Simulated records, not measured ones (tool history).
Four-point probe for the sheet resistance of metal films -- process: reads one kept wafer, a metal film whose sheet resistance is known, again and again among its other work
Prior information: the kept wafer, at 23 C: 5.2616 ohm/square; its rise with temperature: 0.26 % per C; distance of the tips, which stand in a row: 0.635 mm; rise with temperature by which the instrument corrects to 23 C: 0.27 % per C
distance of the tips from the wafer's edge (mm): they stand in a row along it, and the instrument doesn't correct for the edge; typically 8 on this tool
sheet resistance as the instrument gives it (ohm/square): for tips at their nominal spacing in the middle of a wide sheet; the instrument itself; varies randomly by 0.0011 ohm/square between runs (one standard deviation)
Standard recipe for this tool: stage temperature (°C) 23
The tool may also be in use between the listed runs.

run   hour  stage temperature (°C)  distance of the tips from the wafer's edge (mm)  sheet resistance as the instrument gives it (ohm/square)
  1      0                      23                                                8                                                  5.280848
  2     25                      30                                                8                                                  5.279629
  3   48.9                      30                                                8                                                  5.277881
  4   62.8                      23                                                8                                                  5.280937
  5   76.5                      20                                                8                                                  5.281647
  6   90.5                      20                                                8                                                  5.281395
  7    102                      20                                                8                                                  5.279816
  8  113.8                      20                                                8                                                  5.280732
  9  136.1                      20                                                8                                                  5.279175
 10    152                      24                                                8                                                  5.279374
 11  168.3                      24                                                8                                                  5.278054
 12  180.2                      24                                                8                                                   5.27999
 13    202                      24                                                8                                                  5.280977
 14  218.8                      24                                                8                                                   5.28049
 15    229                      24                                                8                                                  5.278978
 16  246.6                      24                                                8                                                  5.277994
 17  260.9                      24                                               71                                                  5.263712
 18  275.8                      23                                                8                                                  5.281002
 19    294                      23                                               26                                                  5.263077
 20    318                      23                                               26                                                   5.26433
 21  336.7                      32                                                8                                                  5.275643
 22    349                      19                                                8                                                  5.280654
 23  373.9                      19                                                8                                                  5.282075
 24  389.6                      19                                                8                                                  5.280333
 25  406.7                      20                                               11                                                  5.272379
     411.6  -- stage's thermometer calibrated
 26  430.8                      27                                               41                                                  5.257152
 27  442.9                      27                                               41                                                  5.257492
 28  466.5                      27                                               41                                                  5.258357
 29  478.8                      19                                                8                                                  5.277519
 30  492.9                      28                                               15                                                  5.262406
 31  506.6                      28                                               15                                                  5.261143
 32    529                      27                                                9                                                  5.270121
 33  552.9                      27                                                9                                                  5.271622
 34  570.7                      27                                                9                                                  5.270896
 35  581.1                      24                                               11                                                   5.26702
 36  591.5                      21                                               34                                                  5.258724
 37  607.1                      32                                                4                                                  5.326149
 38  627.1                      23                                                3                                                  5.380096
 39  642.3                      25                                               54                                                  5.256246
 40  658.5                      23                                                3                                                  5.383183
 41    679                      23                                                7                                                  5.281927
 42  694.8                      23                                                7                                                  5.280299
 43    707                      21                                                9                                                  5.269859

A few steps of sheet resistance as the instrument gives it (ohm/square) between consecutive runs. Split each: what settings, incoming material and random variation would produce without the hidden state, and what is left over for the hidden state, along with gauge scatter present in only one of the two compared results (measured, and without hidden state):
The tool's hidden condition here consists of: inner tips' distance over the nominal, %; tips' flats over new ones', %; wafer's true temperature over the reading, C; drift of the gauge itself on sheet_ohm, %.
Run 1 -> 2: stage temperature (°C) 23 -> 30. sheet resistance as the instrument gives it (ohm/square) -0.001219: hidden state -0.000143, all else -0.001076.
Run 25 -> 26: stage temperature (°C) 20 -> 27, distance of the tips from the wafer's edge (mm) 11 -> 41, stage's thermometer calibrated. sheet resistance as the instrument gives it (ohm/square) -0.015227: hidden state -0.003386, all else -0.011841.
Run 38 -> 39: stage temperature (°C) 23 -> 25, distance of the tips from the wafer's edge (mm) 3 -> 54. sheet resistance as the instrument gives it (ohm/square) -0.12385: hidden state +0.000034, all else -0.123884.
Run 39 -> 40: stage temperature (°C) 25 -> 23, distance of the tips from the wafer's edge (mm) 54 -> 3. sheet resistance as the instrument gives it (ohm/square) +0.126937: hidden state -0.000156, all else +0.127093.
Run 40 -> 41: distance of the tips from the wafer's edge (mm) 3 -> 7. sheet resistance as the instrument gives it (ohm/square) -0.101256: hidden state +0.000008, all else -0.101264.
